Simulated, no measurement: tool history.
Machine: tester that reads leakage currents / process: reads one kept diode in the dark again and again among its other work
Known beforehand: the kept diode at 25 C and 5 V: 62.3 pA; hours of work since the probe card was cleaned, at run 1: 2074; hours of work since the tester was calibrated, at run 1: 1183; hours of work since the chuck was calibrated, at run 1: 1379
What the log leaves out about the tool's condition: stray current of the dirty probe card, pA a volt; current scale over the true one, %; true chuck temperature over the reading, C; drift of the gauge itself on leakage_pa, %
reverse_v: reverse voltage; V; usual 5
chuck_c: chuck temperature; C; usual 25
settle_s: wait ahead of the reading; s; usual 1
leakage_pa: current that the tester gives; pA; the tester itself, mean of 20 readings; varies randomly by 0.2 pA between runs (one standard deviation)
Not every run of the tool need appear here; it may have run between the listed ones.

run,hour,reverse_v,chuck_c,settle_s,hours of work since the probe card was cleaned,hours of work since the tester was calibrated,hours of work since the chuck was calibrated,leakage_pa
1,0,5,25,1,2074,1183,1379,63.78
2,97.3,5,25,1,2151,1259,1456,63.77
3,246.9,5,25,1,2269,1377,1574,64.13
4,345.7,5,25,1,2347,1455,1652,63.57
5,471.8,5,25,8.03,2446,1555,1751,62.43
6,560.6,5,25,8.03,2516,1625,1821,62.44
7,697.3,5,25,8.03,2624,1732,1929,62.76
# hour 734.5: chuck's temperature calibrated
8,860.7,5,25,8.03,2751,1860,99,62.57
9,944.8,5,25,8.03,2817,1926,166,63
10,1055.2,5,25,8.03,2904,2013,253,62.73
11,1219.2,5,25,8.03,3034,2142,382,62.48
12,1335.3,5.81,25,1,3125,2234,473,68.76
13,1455.8,5.81,25,1,3220,2329,568,68.35
14,1612.8,3.93,33,1.83,3344,2452,692,115.2
15,1722.8,3.93,33,0.35,3431,2539,779,116.73
16,1824.7,3.93,33,0.35,3511,2619,859,117.84
# hour 1929.2: probe card cleaned and baked
17,1932.9,3.93,33,0.35,3,2702,942,117.62
18,2102.4,10.41,25,2.2,136,2836,1076,90.32
19,2253.1,4.79,25,1.31,255,2955,1194,61.91
20,2362.7,12.53,25,1,342,3041,1281,100.52
21,2532.2,12.53,25,1,475,3175,1415,100.05
22,2697.2,12.53,25,1,605,3305,1545,100.34
23,2827.2,12.53,25,1,708,3407,1647,100.95

Forecast each of these 3 alternatives for the next run:
A,2922.5,1.61,29,3.91,783,3482,1722,?
B,2922.5,2.58,25,1,783,3482,1722,?
C,2922.5,9.54,30,0.73,783,3482,1722,?

run,leakage_pa
A,52.51
B,46.25
C,138
Take away the tool's hidden state, keep each run's random variation, and the runs would have read:
run,leakage_pa
A,52.48
B,46.22
C,137.91

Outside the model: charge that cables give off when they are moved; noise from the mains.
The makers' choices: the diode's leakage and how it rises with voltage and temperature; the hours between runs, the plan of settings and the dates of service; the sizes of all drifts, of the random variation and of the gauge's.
